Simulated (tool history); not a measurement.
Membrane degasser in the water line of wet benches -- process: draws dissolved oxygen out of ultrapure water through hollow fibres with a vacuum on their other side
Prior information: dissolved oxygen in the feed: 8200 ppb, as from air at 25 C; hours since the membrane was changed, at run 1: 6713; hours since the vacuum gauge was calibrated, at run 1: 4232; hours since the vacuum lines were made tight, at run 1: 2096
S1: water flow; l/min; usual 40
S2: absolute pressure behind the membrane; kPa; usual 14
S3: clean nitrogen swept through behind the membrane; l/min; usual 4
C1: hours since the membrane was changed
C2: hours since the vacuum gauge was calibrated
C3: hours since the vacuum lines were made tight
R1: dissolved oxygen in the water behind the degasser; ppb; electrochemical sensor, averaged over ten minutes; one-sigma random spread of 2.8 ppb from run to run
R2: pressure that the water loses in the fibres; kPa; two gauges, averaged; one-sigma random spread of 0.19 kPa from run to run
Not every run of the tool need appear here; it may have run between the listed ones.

run,day,S1,S2,S3,C1,C2,C3,R1,R2
1,0,40,14,4,6713,4232,2096,458.1,64.06
2,7.408,40,14,4,6890,4410,2274,462.2,64.08
3,13.279,40,9.2,4,7031,4551,2415,358.9,64.31
4,18.408,40,14,2.12,7154,4674,2538,647.7,64.22
5,25.754,40,14,4,7331,4850,2714,459.8,64.39
6,31.617,30,14,4,7471,4991,2855,342.3,48.56
7,39.854,30,14,4,7669,5188,3053,348.5,48.49
8,45.729,40,14,4,7810,5329,3194,458.4,65.09
9,49.188,40,14,4,7893,5412,3277,459.3,65.11
10,57.467,40,14,4,8092,5611,3475,462.5,64.89
11,62.233,40,14,4,8206,5725,3590,463.3,65.01
12,66.133,26,14,4,8300,5819,3683,297.9,42.25
13,69.888,40,14,4,8390,5909,3773,458.5,65.24
# day 71.988: gauge calibrated
14,75.296,40,14,4,8520,6039,3903,462.1,63.96
15,83.296,40,14,4,8712,6231,4095,464.5,64.49
16,87.721,40,14,4,8818,6337,4201,464.9,64.06
17,93.492,40,15,8.59,8956,6476,4340,350.2,64.42
18,99.862,40,15,8.59,9109,6629,4493,353.6,64.16
19,103.717,30,11,4,9202,6721,4585,296.2,48.41
20,108.042,40,14,1.77,9306,6825,4689,706,64.44
# day 115.833: seals of the vacuum lines changed
21,115.833,31,34.1,1.66,9491,7010,0,1266.6,50.4
22,122.104,31,34.1,1.66,9641,7160,151,1258.5,50.52
23,129.462,37,10.2,4,9818,7337,327,352.8,60.17
24,134.317,40,19.9,4.05,9934,7453,444,581.6,65.52
25,140.508,45,19.9,4.05,10083,7602,592,654,73.58
26,148.7,45,19.9,4.05,10279,7799,789,651.6,73.71
27,155.004,62,13.8,3.96,10431,7950,940,687.8,102.25
28,163.338,62,13.8,3.96,10631,8150,1140,691.4,102.05
29,167.025,54,14.4,2.26,10719,8239,1229,813.5,89.63
30,175.521,27,14,2.77,10923,8442,1433,374.4,44.46
# day 179.608: vacuum gauge calibrated
31,181.1,37,23.2,4.89,11057,36,1566,537.9,61.23
32,184.917,29,10.9,4,11148,127,1658,284.2,48.16

Alternative continuations, all from the tool just after run 32; predict every row:
A,188.512,29,10.9,4.85,11234,214,1744,?,?
B,188.512,29,32.7,6.4,11234,214,1744,?,?
C,188.512,63,11.8,4.07,11234,214,1744,?,?
D,188.512,40,14.9,2.8,11234,214,1744,?,?

run,R1,R2
A,260.7,48.01
B,460.3,48
C,629.1,104.76
D,579.6,66.57
With no hidden state in the tool, these same runs would have given:
run,R1,R2
A,260.2,46.16
B,459.8,46.15
C,628.2,100.73
D,578.9,64.01

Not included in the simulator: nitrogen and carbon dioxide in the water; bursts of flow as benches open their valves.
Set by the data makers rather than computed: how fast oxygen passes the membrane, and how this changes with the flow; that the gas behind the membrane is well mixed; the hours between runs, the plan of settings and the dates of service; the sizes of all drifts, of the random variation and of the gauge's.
